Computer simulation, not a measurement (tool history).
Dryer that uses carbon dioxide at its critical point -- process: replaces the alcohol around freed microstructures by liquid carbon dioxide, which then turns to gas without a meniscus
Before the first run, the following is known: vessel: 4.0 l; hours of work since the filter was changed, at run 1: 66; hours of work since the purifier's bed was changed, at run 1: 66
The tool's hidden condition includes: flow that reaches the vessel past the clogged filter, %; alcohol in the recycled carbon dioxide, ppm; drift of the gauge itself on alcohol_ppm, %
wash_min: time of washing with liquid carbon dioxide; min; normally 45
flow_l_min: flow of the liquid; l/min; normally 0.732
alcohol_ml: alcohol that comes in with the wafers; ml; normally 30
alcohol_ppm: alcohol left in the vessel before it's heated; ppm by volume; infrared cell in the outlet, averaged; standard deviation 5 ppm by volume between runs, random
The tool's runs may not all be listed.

run,day,wash_min,flow_l_min,alcohol_ml,hours of work since the filter was changed,hours of work since the purifier's bed was changed,alcohol_ppm
1,0,45,0.732,30,66,66,53
2,1.4,45,0.732,30,90,90,55
3,3.538,45,0.732,95,125,125,106
4,4.483,69,0.732,30,141,141,46
5,6.167,69,0.732,30,169,169,53
6,7.262,69,0.732,30,187,187,65
7,9.292,32,0.732,30,221,221,197
8,10.725,32,0.732,30,245,245,211
9,11.646,45,0.732,30,260,260,97
10,13.104,45,0.608,30,284,284,149
11,14.958,45,0.608,30,315,315,182
12,15.933,45,0.927,30,331,331,100
13,17.967,33,0.732,30,365,365,246
14,19.538,45,0.732,30,391,391,143
15,20.496,45,0.732,96,407,407,230
16,21.871,45,1.074,96,430,430,122
17,23.896,61,0.732,30,463,463,130
# day 24.458: inlet filter changed
18,25.517,61,0.732,30,18,490,122
19,26.658,45,1.046,30,36,508,134
20,28.038,45,1.046,30,59,531,135
21,29.888,45,0.477,30,90,562,317
22,31.021,45,0.732,30,109,581,168
23,33.054,45,0.732,30,143,615,185
24,34.404,36,0.932,30,165,637,192
25,35.9,40,0.768,99,190,662,293
26,37.429,45,0.812,30,215,687,197
27,38.992,53,0.7,115,241,713,225
28,40.85,53,0.804,87,272,744,208
29,42.242,53,0.804,87,295,767,211
30,44.25,35,0.928,71,329,801,273
31,45.279,35,0.928,71,346,818,287
32,46.696,35,0.928,71,369,841,289
33,48.212,57,0.732,88,395,867,240
34,49.458,51,0.875,116,415,887,243
35,51.308,56,1.045,91,446,918,238
# day 53: inlet filter changed
36,53.512,56,1.045,91,9,954,239
37,55.008,45,0.732,36,33,979,271
38,56.688,35,1.216,30,61,1007,266
39,58.521,45,0.468,25,92,1037,436
40,60.342,49,0.624,35,122,1067,300
41,62.2,49,0.624,35,153,1098,311
42,63.288,34,0.732,24,171,1116,369
43,64.317,34,0.732,24,188,1133,381
44,65.321,34,0.732,24,205,1150,369
45,66.758,34,0.663,22,229,1174,412

Alternative continuations, all from the tool just after run 45; predict every row:
# day 68.883: purifier's bed changed
A,68.908,41,0.663,22,262,0,?
# day 68.883: purifier's bed changed
B,68.908,34,0.833,22,262,0,?
# day 68.883: purifier's bed changed
C,68.908,34,0.663,105,262,0,?
# day 68.883: purifier's bed changed
D,68.908,65,0.956,23,262,0,?

run,alcohol_ppm
A,63
B,43
C,611
D,7
Without the tool's hidden state the same runs would have given:
run,alcohol_ppm
A,40
B,24
C,418
D,6
